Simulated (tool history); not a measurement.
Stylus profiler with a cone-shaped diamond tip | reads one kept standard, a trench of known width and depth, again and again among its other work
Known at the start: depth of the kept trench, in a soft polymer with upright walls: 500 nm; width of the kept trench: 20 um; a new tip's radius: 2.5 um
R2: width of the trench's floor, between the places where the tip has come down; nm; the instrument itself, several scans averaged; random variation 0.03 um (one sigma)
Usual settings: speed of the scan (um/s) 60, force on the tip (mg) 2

{"run": 1, "hour": 0.0, "speed of the scan (um/s)": 60, "force on the tip (mg)": 2, "depth of the trench (Å)": 5046.7, "R2": 15210}
{"run": 2, "hour": 35.5, "speed of the scan (um/s)": 60, "force on the tip (mg)": 2, "depth of the trench (Å)": 5051.4, "R2": 15190}
{"run": 3, "hour": 79.0, "speed of the scan (um/s)": 60, "force on the tip (mg)": 2, "depth of the trench (Å)": 5048.1, "R2": 15240}
{"run": 4, "hour": 111.1, "speed of the scan (um/s)": 60, "force on the tip (mg)": 2, "depth of the trench (Å)": 5044.4, "R2": 15150}
{"run": 5, "hour": 181.6, "speed of the scan (um/s)": 60, "force on the tip (mg)": 1.26, "depth of the trench (Å)": 5029.4, "R2": 15150}
{"run": 6, "hour": 245.6, "speed of the scan (um/s)": 154, "force on the tip (mg)": 2, "depth of the trench (Å)": 5045.1, "R2": 14930}
{"run": 7, "hour": 316.1, "speed of the scan (um/s)": 154, "force on the tip (mg)": 2, "depth of the trench (Å)": 5045.9, "R2": 14890}
{"run": 8, "hour": 375.2, "speed of the scan (um/s)": 60, "force on the tip (mg)": 2, "depth of the trench (Å)": 5045.8, "R2": 15110}
{"run": 9, "hour": 429.2, "speed of the scan (um/s)": 60, "force on the tip (mg)": 2, "depth of the trench (Å)": 5043.5, "R2": 15060}
{"run": 10, "hour": 466.5, "speed of the scan (um/s)": 60, "force on the tip (mg)": 1.66, "depth of the trench (Å)": 5037.6, "R2": 15000}
{"run": 11, "hour": 514.6, "speed of the scan (um/s)": 126, "force on the tip (mg)": 2, "depth of the trench (Å)": 5044.5, "R2": 14840}
{"run": 12, "hour": 559.3, "speed of the scan (um/s)": 60, "force on the tip (mg)": 2, "depth of the trench (Å)": 5043.4, "R2": 14990}
{"run": 13, "hour": 622.8, "speed of the scan (um/s)": 60, "force on the tip (mg)": 2, "depth of the trench (Å)": 5041.4, "R2": 14930}
{"run": 14, "hour": 663.8, "speed of the scan (um/s)": 109, "force on the tip (mg)": 2, "depth of the trench (Å)": 5044.5, "R2": 14790}
{"run": 15, "hour": 734.9, "speed of the scan (um/s)": 60, "force on the tip (mg)": 2.1, "depth of the trench (Å)": 5045.5, "R2": 14980}
{"run": 16, "hour": 788.0, "speed of the scan (um/s)": 60, "force on the tip (mg)": 2.1, "depth of the trench (Å)": 5044.5, "R2": 14910}
{"run": 17, "hour": 847.8, "speed of the scan (um/s)": 135, "force on the tip (mg)": 2, "depth of the trench (Å)": 5044.3, "R2": 14680}
{"run": 18, "hour": 918.0, "speed of the scan (um/s)": 135, "force on the tip (mg)": 2, "depth of the trench (Å)": 5040.3, "R2": 14610}
{"run": 19, "hour": 987.9, "speed of the scan (um/s)": 135, "force on the tip (mg)": 2, "depth of the trench (Å)": 5039.2, "R2": 14640}
{"run": 20, "hour": 1058.0, "speed of the scan (um/s)": 135, "force on the tip (mg)": 2, "depth of the trench (Å)": 5038.1, "R2": 14610}
{"run": 21, "hour": 1107.4, "speed of the scan (um/s)": 88, "force on the tip (mg)": 1.87, "depth of the trench (Å)": 5037.6, "R2": 14610}
{"run": 22, "hour": 1157.5, "speed of the scan (um/s)": 18, "force on the tip (mg)": 4.07, "depth of the trench (Å)": 5081.7, "R2": 14810}
{"run": 23, "hour": 1224.9, "speed of the scan (um/s)": 18, "force on the tip (mg)": 0.8, "depth of the trench (Å)": 5008.8, "R2": 14730}
{"run": 24, "hour": 1262.5, "speed of the scan (um/s)": 35, "force on the tip (mg)": 2.14, "depth of the trench (Å)": 5042.8, "R2": 14750}
{"run": 25, "hour": 1330.1, "speed of the scan (um/s)": 35, "force on the tip (mg)": 2.14, "depth of the trench (Å)": 5040.3, "R2": 14680}
{"run": 26, "hour": 1371.2, "speed of the scan (um/s)": 18, "force on the tip (mg)": 3.4, "depth of the trench (Å)": 5067.6, "R2": 14730}
{"run": 27, "hour": 1437.8, "speed of the scan (um/s)": 18, "force on the tip (mg)": 5.01, "depth of the trench (Å)": 5093.7, "R2": 14690}
{"run": 28, "hour": 1469.3, "speed of the scan (um/s)": 143, "force on the tip (mg)": 3.69, "depth of the trench (Å)": 5069.6, "R2": 14430}
{"hour": 1474.8, "done": "height scale calibrated on a step standard"}
{"run": 29, "hour": 1510.5, "speed of the scan (um/s)": 15, "force on the tip (mg)": 4.93, "depth of the trench (Å)": 5072.3, "R2": 14650}
{"run": 30, "hour": 1553.8, "speed of the scan (um/s)": 36, "force on the tip (mg)": 5.61, "depth of the trench (Å)": 5082.4, "R2": 14650}
{"run": 31, "hour": 1618.6, "speed of the scan (um/s)": 65, "force on the tip (mg)": 1.46, "depth of the trench (Å)": 5004.3, "R2": 14500}
{"run": 32, "hour": 1684.2, "speed of the scan (um/s)": 189, "force on the tip (mg)": 2.13, "depth of the trench (Å)": 5017, "R2": 14180}
{"run": 33, "hour": 1719.8, "speed of the scan (um/s)": 60, "force on the tip (mg)": 1.79, "depth of the trench (Å)": 5009.9, "R2": 14470}
{"hour": 1775.7, "done": "height scale calibrated on a step standard, once more"}
{"run": 34, "hour": 1781.0, "speed of the scan (um/s)": 24, "force on the tip (mg)": 2, "depth of the trench (Å)": 5070.7, "R2": 14540}
{"run": 35, "hour": 1834.8, "speed of the scan (um/s)": 19, "force on the tip (mg)": 2.55, "depth of the trench (Å)": 5083, "R2": 14520}
{"run": 36, "hour": 1892.5, "speed of the scan (um/s)": 19, "force on the tip (mg)": 2.55, "depth of the trench (Å)": 5084.7, "R2": 14470}
{"run": 37, "hour": 1950.3, "speed of the scan (um/s)": 21, "force on the tip (mg)": 2.55, "depth of the trench (Å)": 5079.6, "R2": 14490}
{"run": 38, "hour": 1980.4, "speed of the scan (um/s)": 19, "force on the tip (mg)": 2.78, "depth of the trench (Å)": 5083.7, "R2": 14500}
{"run": 39, "hour": 2025.9, "speed of the scan (um/s)": 51, "force on the tip (mg)": 3.73, "depth of the trench (Å)": 5102.5, "R2": 14380}
{"run": 40, "hour": 2089.9, "speed of the scan (um/s)": 51, "force on the tip (mg)": 3.73, "depth of the trench (Å)": 5098.7, "R2": 14430}

Forecast each of these 4 alternatives for the next run:
{"run": "A", "hour": 2161.7, "speed of the scan (um/s)": 41, "force on the tip (mg)": 2.38, "depth of the trench (Å)": "?", "R2": "?"}
{"run": "B", "hour": 2161.7, "speed of the scan (um/s)": 21, "force on the tip (mg)": 2.78, "depth of the trench (Å)": "?", "R2": "?"}
{"run": "C", "hour": 2161.7, "speed of the scan (um/s)": 54, "force on the tip (mg)": 2.64, "depth of the trench (Å)": "?", "R2": "?"}
{"run": "D", "hour": 2161.7, "speed of the scan (um/s)": 28, "force on the tip (mg)": 4.61, "depth of the trench (Å)": "?", "R2": "?"}

run=A depth_of_the_trench_(Å)=5078.1 R2=14390
run=B depth_of_the_trench_(Å)=5084.7 R2=14400
run=C depth_of_the_trench_(Å)=5082 R2=14280
run=D depth_of_the_trench_(Å)=5115 R2=14470
Without the tool's hidden state the same runs would have given:
run=A depth_of_the_trench_(Å)=5078.5 R2=16940
run=B depth_of_the_trench_(Å)=5085.1 R2=16960
run=C depth_of_the_trench_(Å)=5082.4 R2=16840
run=D depth_of_the_trench_(Å)=5115.3 R2=17030
